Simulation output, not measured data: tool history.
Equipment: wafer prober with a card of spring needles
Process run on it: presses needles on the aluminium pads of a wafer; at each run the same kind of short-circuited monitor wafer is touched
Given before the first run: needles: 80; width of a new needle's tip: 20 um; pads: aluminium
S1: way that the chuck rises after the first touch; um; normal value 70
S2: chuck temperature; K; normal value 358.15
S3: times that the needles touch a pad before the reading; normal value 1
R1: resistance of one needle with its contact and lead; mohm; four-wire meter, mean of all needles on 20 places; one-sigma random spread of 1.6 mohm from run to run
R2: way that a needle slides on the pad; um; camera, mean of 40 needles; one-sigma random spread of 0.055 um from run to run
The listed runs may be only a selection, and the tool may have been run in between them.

run,hour,S1,S2,S3,R1,R2
1,0.0,70,358.15,1,197,17.33
# hour 2.3: tips cleaned on abrasive film
# hour 13.8: tips cleaned on abrasive film
# hour 27.5: tips cleaned on abrasive film
# hour 41.8: tips cleaned on abrasive film
# hour 53.8: tips cleaned on abrasive film
2,53.8,60,358.15,1,170,14.75
# hour 68.0: tips cleaned on abrasive film
# hour 81.7: tips cleaned on abrasive film
# hour 93.2: tips cleaned on abrasive film
# hour 107.3: tips cleaned on abrasive film
3,109.5,70,358.15,1,174,17.23
# hour 120.4: tips cleaned on abrasive film
# hour 131.8: tips cleaned on abrasive film
4,134.2,70,302.15,1,169,17.13
# hour 145.1: tips cleaned on abrasive film
# hour 156.6: tips cleaned on abrasive film
5,161.4,70,302.15,3,160,17.08
# hour 170.0: tips cleaned on abrasive film
# hour 183.9: tips cleaned on abrasive film
# hour 197.3: tips cleaned on abrasive film
6,205.8,70,302.15,1,187,17.06
# hour 211.2: tips cleaned on abrasive film
# hour 224.7: tips cleaned on abrasive film
# hour 239.0: tips cleaned on abrasive film
# hour 252.8: tips cleaned on abrasive film
7,262.2,70,302.15,1,193,17.02
# hour 265.1: tips cleaned on abrasive film
# hour 278.9: tips cleaned on abrasive film
# hour 293.2: tips cleaned on abrasive film
# hour 306.8: tips cleaned on abrasive film
8,306.8,70,302.15,1,158,17.06
# hour 320.6: tips cleaned on abrasive film
# hour 334.6: tips cleaned on abrasive film
9,343.7,70,302.15,1,195,16.93
# hour 346.6: tips cleaned on abrasive film
# hour 360.9: tips cleaned on abrasive film
10,368.0,70,302.15,1,183,16.99
# hour 373.8: tips cleaned on abrasive film
# hour 385.2: tips cleaned on abrasive film
# hour 398.3: tips cleaned on abrasive film
11,408.8,70,302.15,1,203,16.95
# hour 411.7: tips cleaned on abrasive film
# hour 423.1: tips cleaned on abrasive film
# hour 436.5: tips cleaned on abrasive film
# hour 450.7: tips cleaned on abrasive film
# hour 462.4: tips cleaned on abrasive film
12,462.4,70,302.15,1,155,16.91
# hour 475.9: tips cleaned on abrasive film
# hour 490.1: tips cleaned on abrasive film
13,490.8,70,302.15,1,162,16.82
# hour 502.2: tips cleaned on abrasive film
# hour 516.4: tips cleaned on abrasive film
# hour 528.8: tips cleaned on abrasive film
14,528.8,70,302.15,3,153,16.82
# hour 542.7: tips cleaned on abrasive film
# hour 556.5: tips cleaned on abrasive film
# hour 567.9: tips cleaned on abrasive film
15,571.0,56,358.15,1,197,13.34
# hour 579.5: tips cleaned on abrasive film
# hour 590.8: height of the first contact set anew
# hour 593.8: tips cleaned on abrasive film
# hour 608.0: tips cleaned on abrasive film
16,616.7,56,358.15,1,224,12.91
# hour 621.9: tips cleaned on abrasive film
# hour 636.1: tips cleaned on abrasive film
# hour 650.4: tips cleaned on abrasive film
17,659.8,56,310.15,2,202,12.89
# hour 662.8: tips cleaned on abrasive film
# hour 676.9: tips cleaned on abrasive film
# hour 691.0: tips cleaned on abrasive film
# hour 704.9: tips cleaned on abrasive film
18,715.4,56,310.15,2,207,12.83
# hour 718.3: tips cleaned on abrasive film
# hour 732.0: tips cleaned on abrasive film
# hour 745.2: tips cleaned on abrasive film
19,754.0,90,319.15,1,175,21.16
# hour 756.9: tips cleaned on abrasive film
# hour 768.4: tips cleaned on abrasive film
# hour 782.4: tips cleaned on abrasive film
# hour 793.8: tips cleaned on abrasive film
# hour 807.7: tips cleaned on abrasive film
20,807.9,70,350.15,1,167,16.24
# hour 819.3: tips cleaned on abrasive film
# hour 832.4: tips cleaned on abrasive film
# hour 841.2: height of the first contact set anew, once more
21,843.8,70,350.15,1,206,17.36
# hour 846.8: tips cleaned on abrasive film
# hour 858.2: tips cleaned on abrasive film
# hour 872.5: tips cleaned on abrasive film
22,874.9,70,350.15,1,176,17.34
# hour 885.8: tips cleaned on abrasive film
# hour 899.6: tips cleaned on abrasive film
23,906.8,70,350.15,1,194,17.35
# hour 912.0: tips cleaned on abrasive film
# hour 923.4: tips cleaned on abrasive film
24,933.8,64,350.15,1,210,15.86
# hour 936.4: tips cleaned on abrasive film
# hour 950.6: tips cleaned on abrasive film
# hour 964.5: tips cleaned on abrasive film
25,970.7,72,301.15,2,170,17.85
# hour 978.4: tips cleaned on abrasive film
# hour 989.8: tips cleaned on abrasive film
26,999.7,72,328.15,2,179,17.77
# hour 1002.6: tips cleaned on abrasive film
# hour 1014.0: tips cleaned on abrasive film
# hour 1028.2: tips cleaned on abrasive film
27,1029.2,67,328.15,3,164,16.52

Below are 5 alternative next runs, each starting from the tool's condition after run 27. Predict each:
# hour 1040.1: tips cleaned on abrasive film
# hour 1052.2: tips cleaned on abrasive film
A,1052.2,67,332.15,3,?,?
# hour 1040.1: tips cleaned on abrasive film
# hour 1052.2: tips cleaned on abrasive film
B,1052.2,70,351.15,1,?,?
# hour 1040.1: tips cleaned on abrasive film
# hour 1052.2: tips cleaned on abrasive film
C,1052.2,67,374.15,1,?,?
# hour 1040.1: tips cleaned on abrasive film
# hour 1052.2: tips cleaned on abrasive film
D,1052.2,68,365.15,2,?,?
# hour 1040.1: tips cleaned on abrasive film
# hour 1052.2: tips cleaned on abrasive film
E,1052.2,58,351.15,3,?,?

run,R1,R2
A,159,16.42
B,162,17.09
C,166,16.41
D,166,16.79
E,167,14.23
With the hidden condition removed and each run's random variation left untouched, the same runs would have given:
run,R1,R2
A,156,16.60
B,158,17.27
C,162,16.59
D,163,16.98
E,163,14.41
